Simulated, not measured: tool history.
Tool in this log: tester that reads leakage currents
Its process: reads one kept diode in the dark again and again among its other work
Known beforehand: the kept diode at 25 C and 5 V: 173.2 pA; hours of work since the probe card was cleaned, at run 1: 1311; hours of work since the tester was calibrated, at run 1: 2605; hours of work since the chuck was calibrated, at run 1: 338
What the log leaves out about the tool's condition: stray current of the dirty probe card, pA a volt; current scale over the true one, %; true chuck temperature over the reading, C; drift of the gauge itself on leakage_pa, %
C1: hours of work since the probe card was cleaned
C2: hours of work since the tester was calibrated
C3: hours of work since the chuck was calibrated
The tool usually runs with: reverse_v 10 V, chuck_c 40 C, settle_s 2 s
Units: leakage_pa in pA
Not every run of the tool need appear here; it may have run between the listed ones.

{"run": 1, "hour": 0.0, "reverse_v": 10, "chuck_c": 40, "settle_s": 2, "C1": 1311, "C2": 2605, "C3": 338, "leakage_pa": 681.93}
{"run": 2, "hour": 144.4, "reverse_v": 10, "chuck_c": 40, "settle_s": 2, "C1": 1381, "C2": 2674, "C3": 408, "leakage_pa": 679.9}
{"run": 3, "hour": 254.2, "reverse_v": 10, "chuck_c": 40, "settle_s": 2, "C1": 1434, "C2": 2727, "C3": 461, "leakage_pa": 673.5}
{"run": 4, "hour": 384.0, "reverse_v": 10, "chuck_c": 40, "settle_s": 2, "C1": 1497, "C2": 2790, "C3": 523, "leakage_pa": 673.42}
{"run": 5, "hour": 442.2, "reverse_v": 10, "chuck_c": 40, "settle_s": 2, "C1": 1525, "C2": 2818, "C3": 551, "leakage_pa": 671.74}
{"run": 6, "hour": 535.6, "reverse_v": 10, "chuck_c": 40, "settle_s": 2, "C1": 1570, "C2": 2863, "C3": 597, "leakage_pa": 669.83}
{"run": 7, "hour": 644.8, "reverse_v": 9.8, "chuck_c": 35, "settle_s": 6.56, "C1": 1623, "C2": 2916, "C3": 649, "leakage_pa": 474.16}
{"run": 8, "hour": 786.8, "reverse_v": 9.8, "chuck_c": 35, "settle_s": 6.56, "C1": 1691, "C2": 2985, "C3": 718, "leakage_pa": 470.76}
{"run": 9, "hour": 908.4, "reverse_v": 7.4, "chuck_c": 50, "settle_s": 5.33, "C1": 1750, "C2": 3043, "C3": 777, "leakage_pa": 1066.74}
{"run": 10, "hour": 994.8, "reverse_v": 12.7, "chuck_c": 40, "settle_s": 2, "C1": 1792, "C2": 3085, "C3": 818, "leakage_pa": 740.79}
{"run": 11, "hour": 1108.9, "reverse_v": 17.3, "chuck_c": 51, "settle_s": 0.71, "C1": 1847, "C2": 3140, "C3": 874, "leakage_pa": 1730.44}

Run 12 has not been measured yet. What should we expect?
{"run": 12, "hour": 1227.2, "reverse_v": 10, "chuck_c": 40, "settle_s": 1.22, "C1": 1904, "C2": 3197, "C3": 931, "leakage_pa": "?"}

leakage_pa: 654.49 pA
Were there no unlogged condition in the tool, this run, its random variation unchanged, would have produced leakage_pa 696.06 pA.
